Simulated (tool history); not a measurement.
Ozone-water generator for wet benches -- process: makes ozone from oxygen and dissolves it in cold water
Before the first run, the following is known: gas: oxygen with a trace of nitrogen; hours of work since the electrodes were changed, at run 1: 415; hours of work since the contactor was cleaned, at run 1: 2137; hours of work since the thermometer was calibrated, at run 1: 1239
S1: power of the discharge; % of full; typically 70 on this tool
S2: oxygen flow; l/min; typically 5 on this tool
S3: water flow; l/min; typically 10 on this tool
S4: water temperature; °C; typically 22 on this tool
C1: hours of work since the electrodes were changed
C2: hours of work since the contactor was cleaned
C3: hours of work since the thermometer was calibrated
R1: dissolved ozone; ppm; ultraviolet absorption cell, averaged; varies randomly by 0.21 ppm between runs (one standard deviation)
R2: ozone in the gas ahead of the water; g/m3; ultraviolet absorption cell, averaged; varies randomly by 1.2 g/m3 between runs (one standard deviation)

run	hour	S1	S2	S3	S4	C1	C2	C3	R1	R2
1	0	70	5	10	22	415	2137	1239	31.7	207.4
2	27.6	70	5	10	22	441	2164	1266	31.8	208.1
3	51.9	70	5	10	22	465	2187	1289	31.7	209.5
4	69.1	70	5	10	22	481	2203	1305	31.8	210.1
5	108.3	76	5	10	22	519	2241	1343	33.6	220.7
6	144.2	76	5	10	22	553	2275	1377	33.7	221.4
7	165.1	76	5	10	22	573	2295	1397	33.3	221.8
8	189.8	75	5	10	15	597	2319	1421	37.9	219.9
9	206.4	75	5	10	15	613	2335	1437	38.2	219.1
10	238.6	70	3.38	10	24	644	2366	1468	31.2	250.2
11	274.7	70	3.38	10	24	678	2400	1502	31.1	247.3
12	303.9	70	5	10	15	706	2428	1530	36.6	207.7
13	332.4	70	5	10	14	733	2455	1557	36.5	208.9

What if the next run were any one of these 5? Each begins from the tool's condition after run 13:
A	356.9	63	2.79	10	17	757	2479	1581	?	?
B	356.9	70	5	8	17	757	2479	1581	?	?
C	356.9	43	5	10	24	757	2479	1581	?	?
D	356.9	70	5	10	26	757	2479	1581	?	?
E	356.9	70	3.43	10	23	757	2479	1581	?	?

run	R1	R2
A	32.1	257.1
B	38.6	209.9
C	21.9	149.5
D	29	209.7
E	31.8	248.5
What these runs would have given with no unlogged condition in the tool:
run	R1	R2
A	32.1	257.1
B	38.6	209.9
C	21.9	149.5
D	29	209.7
E	31.8	248.5

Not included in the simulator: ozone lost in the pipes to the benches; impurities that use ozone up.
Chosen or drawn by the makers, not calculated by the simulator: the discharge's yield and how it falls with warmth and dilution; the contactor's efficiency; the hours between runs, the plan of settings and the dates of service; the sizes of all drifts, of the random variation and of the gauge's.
